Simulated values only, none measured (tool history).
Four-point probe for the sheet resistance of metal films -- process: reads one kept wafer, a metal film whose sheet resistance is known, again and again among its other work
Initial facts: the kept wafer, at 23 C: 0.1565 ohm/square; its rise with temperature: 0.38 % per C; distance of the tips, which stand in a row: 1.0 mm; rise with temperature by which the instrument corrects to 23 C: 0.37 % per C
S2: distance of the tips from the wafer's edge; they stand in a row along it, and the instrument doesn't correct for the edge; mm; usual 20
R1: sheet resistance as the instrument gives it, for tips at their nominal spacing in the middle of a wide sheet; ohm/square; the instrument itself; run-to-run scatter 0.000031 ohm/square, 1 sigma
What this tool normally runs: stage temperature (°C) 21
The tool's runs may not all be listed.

Run 1, hour 0.0: usual settings. Result: R1 0.156636 ohm/square.
Run 2, hour 13.9: usual settings but stage temperature (°C) 25. Result: R1 0.156754 ohm/square.
Run 3, hour 34.2: usual settings but stage temperature (°C) 25. Result: R1 0.156742 ohm/square.
Run 4, hour 44.3: usual settings but stage temperature (°C) 25. Result: R1 0.156744 ohm/square.
Run 5, hour 65.9: usual settings but stage temperature (°C) 25. Result: R1 0.156788 ohm/square.
Run 6, hour 82.0: usual settings but S2 22 mm. Result: R1 0.156694 ohm/square.
Run 7, hour 98.2: usual settings. Result: R1 0.156637 ohm/square.
Run 8, hour 112.6: usual settings. Result: R1 0.156665 ohm/square.
Run 9, hour 129.3: usual settings. Result: R1 0.156717 ohm/square.
Run 10, hour 142.6: usual settings. Result: R1 0.156688 ohm/square.
Run 11, hour 159.4: usual settings. Result: R1 0.156648 ohm/square.
Run 12, hour 173.3: usual settings but S2 9 mm. Result: R1 0.157465 ohm/square.
Run 13, hour 183.8: usual settings but S2 9 mm. Result: R1 0.157424 ohm/square.
Run 14, hour 195.5: usual settings but S2 9 mm. Result: R1 0.157500 ohm/square.
Run 15, hour 210.7: usual settings but S2 9 mm. Result: R1 0.157573 ohm/square.
Run 16, hour 232.2: usual settings but S2 9 mm. Result: R1 0.157452 ohm/square.
Run 17, hour 241.2: usual settings but S2 29 mm. Result: R1 0.156562 ohm/square.
Run 18, hour 253.4: usual settings but S2 29 mm. Result: R1 0.156536 ohm/square.
Run 19, hour 271.0: usual settings but S2 29 mm. Result: R1 0.156603 ohm/square.
Run 20, hour 280.3: usual settings but S2 29 mm. Result: R1 0.156562 ohm/square.
Run 21, hour 296.3: usual settings but stage temperature (°C) 22, S2 5 mm. Result: R1 0.159824 ohm/square.
Run 22, hour 311.5: usual settings but stage temperature (°C) 18, S2 47 mm. Result: R1 0.156456 ohm/square.
Run 23, hour 327.4: usual settings but stage temperature (°C) 18, S2 47 mm. Result: R1 0.156365 ohm/square.
Run 24, hour 336.3: usual settings but stage temperature (°C) 34, S2 11 mm. Result: R1 0.157541 ohm/square.
Run 25, hour 348.0: usual settings but stage temperature (°C) 22, S2 5 mm. Result: R1 0.159808 ohm/square.

What if the next run were any one of these 3? Each begins from the tool's condition after run 25:
Run A, hour 368.8: usual settings but stage temperature (°C) 18, S2 62 mm. Result: R1 ?.
Run B, hour 368.8: usual settings but stage temperature (°C) 24, S2 71 mm. Result: R1 ?.
Run C, hour 368.8: usual settings but S2 5 mm. Result: R1 ?.

run        R1
  A  0.156377
  B  0.156555
  C  0.159727
With no hidden state in the tool, these same runs would have given:
run        R1
  A  0.156380
  B  0.156557
  C  0.159729

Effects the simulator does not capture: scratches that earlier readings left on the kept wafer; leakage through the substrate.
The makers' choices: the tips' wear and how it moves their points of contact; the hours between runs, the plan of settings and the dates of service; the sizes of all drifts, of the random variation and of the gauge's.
